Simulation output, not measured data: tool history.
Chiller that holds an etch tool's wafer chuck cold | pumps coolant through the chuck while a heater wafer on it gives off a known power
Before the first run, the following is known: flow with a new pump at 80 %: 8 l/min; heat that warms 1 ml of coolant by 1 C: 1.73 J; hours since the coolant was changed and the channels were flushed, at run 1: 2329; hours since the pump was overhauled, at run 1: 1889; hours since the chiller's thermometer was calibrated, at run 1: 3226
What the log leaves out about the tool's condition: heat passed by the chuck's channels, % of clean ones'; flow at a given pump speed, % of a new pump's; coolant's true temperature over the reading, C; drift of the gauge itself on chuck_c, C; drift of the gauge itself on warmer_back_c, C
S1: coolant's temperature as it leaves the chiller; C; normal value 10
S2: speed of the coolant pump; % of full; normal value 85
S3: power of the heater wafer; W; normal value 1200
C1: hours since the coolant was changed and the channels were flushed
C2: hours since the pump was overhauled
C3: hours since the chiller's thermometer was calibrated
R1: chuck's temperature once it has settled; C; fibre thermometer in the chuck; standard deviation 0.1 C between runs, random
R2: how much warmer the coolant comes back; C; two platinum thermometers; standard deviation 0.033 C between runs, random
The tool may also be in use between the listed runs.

| run | day | S1 | S2 | S3 | C1 | C2 | C3 | R1 | R2 |
|---|---|---|---|---|---|---|---|---|---|
| 1 | 0.000 | 10 | 85 | 1200 | 2329 | 1889 | 3226 | 24.0 | 5.16 |
| 2 | 2.138 | 10 | 93 | 1200 | 2381 | 1940 | 3277 | 23.2 | 4.62 |
| 3 | 3.275 | 10 | 93 | 1200 | 2408 | 1968 | 3305 | 23.1 | 4.68 |
| 4 | 4.292 | 16 | 85 | 1200 | 2432 | 1992 | 3329 | 30.1 | 5.13 |
| 5 | 6.112 | 6 | 85 | 1200 | 2476 | 2036 | 3373 | 20.2 | 5.16 |
| 6 | 7.788 | 6 | 85 | 1200 | 2516 | 2076 | 3413 | 19.9 | 5.15 |
| 7 | 9.442 | 6 | 85 | 1200 | 2556 | 2116 | 3453 | 20.1 | 5.16 |
| 8 | 11.346 | 6 | 85 | 1200 | 2602 | 2161 | 3498 | 20.0 | 5.19 |
| 9 | 13.533 | 6 | 85 | 1200 | 2654 | 2214 | 3551 | 20.2 | 5.19 |
| 10 | 15.546 | 6 | 85 | 1200 | 2702 | 2262 | 3599 | 20.2 | 5.16 |
| 11 | 16.762 | 1 | 85 | 1200 | 2732 | 2291 | 3628 | 15.1 | 5.19 |
| 12 | 18.788 | 1 | 85 | 1200 | 2780 | 2340 | 3677 | 15.0 | 5.20 |
| 13 | 20.008 | 1 | 85 | 1200 | 2810 | 2369 | 3706 | 15.1 | 5.15 |
| 14 | 21.575 | 1 | 85 | 1200 | 2847 | 2407 | 3744 | 15.2 | 5.24 |
| 15 | 22.717 | 1 | 85 | 1200 | 2874 | 2434 | 3771 | 14.9 | 5.18 |
| 16 | 24.329 | 10 | 93 | 1200 | 2913 | 2473 | 3810 | 23.2 | 4.73 |
| 17 | 25.500 | 10 | 93 | 1200 | 2941 | 2501 | 3838 | 23.5 | 4.72 |
| 18 | 26.788 | 10 | 93 | 1200 | 2972 | 2532 | 3869 | 23.4 | 4.71 |
| 19 | 28.125 | 7 | 85 | 1111 | 3004 | 2564 | 3901 | 20.1 | 4.82 |
| 20 | 29.067 | 7 | 85 | 1111 | 3027 | 2587 | 3924 | 20.2 | 4.85 |
| 21 | 31.371 | 15 | 64 | 1111 | 3082 | 2642 | 3979 | 30.9 | 6.72 |
| 22 | 32.462 | 12 | 65 | 1200 | 3108 | 2668 | 4005 | 29.2 | 7.22 |
| 23 | 33.588 | 12 | 67 | 891 | 3135 | 2695 | 4032 | 24.3 | 5.08 |
| 24 | 34.771 | 10 | 77 | 1385 | 3164 | 2723 | 4061 | 27.5 | 6.77 |

What if the next run were any one of these 3? Each begins from the tool's condition after run 24:
| A | 36.071 | 5 | 96 | 830 | 3195 | 2755 | 4092 | ? | ? |
| B | 36.071 | 3 | 63 | 650 | 3195 | 2755 | 4092 | ? | ? |
| C | 36.071 | 12 | 77 | 1041 | 3195 | 2755 | 4092 | ? | ? |

| run | R1 | R2 |
|---|---|---|
| A | 14.2 | 3.12 |
| B | 12.5 | 4.05 |
| C | 25.1 | 5.15 |
Stripped of hidden state, with their random variation kept, the same runs would have yielded:
| run | R1 | R2 |
|---|---|---|
| A | 13.5 | 2.88 |
| B | 11.8 | 3.74 |
| C | 24.1 | 4.76 |

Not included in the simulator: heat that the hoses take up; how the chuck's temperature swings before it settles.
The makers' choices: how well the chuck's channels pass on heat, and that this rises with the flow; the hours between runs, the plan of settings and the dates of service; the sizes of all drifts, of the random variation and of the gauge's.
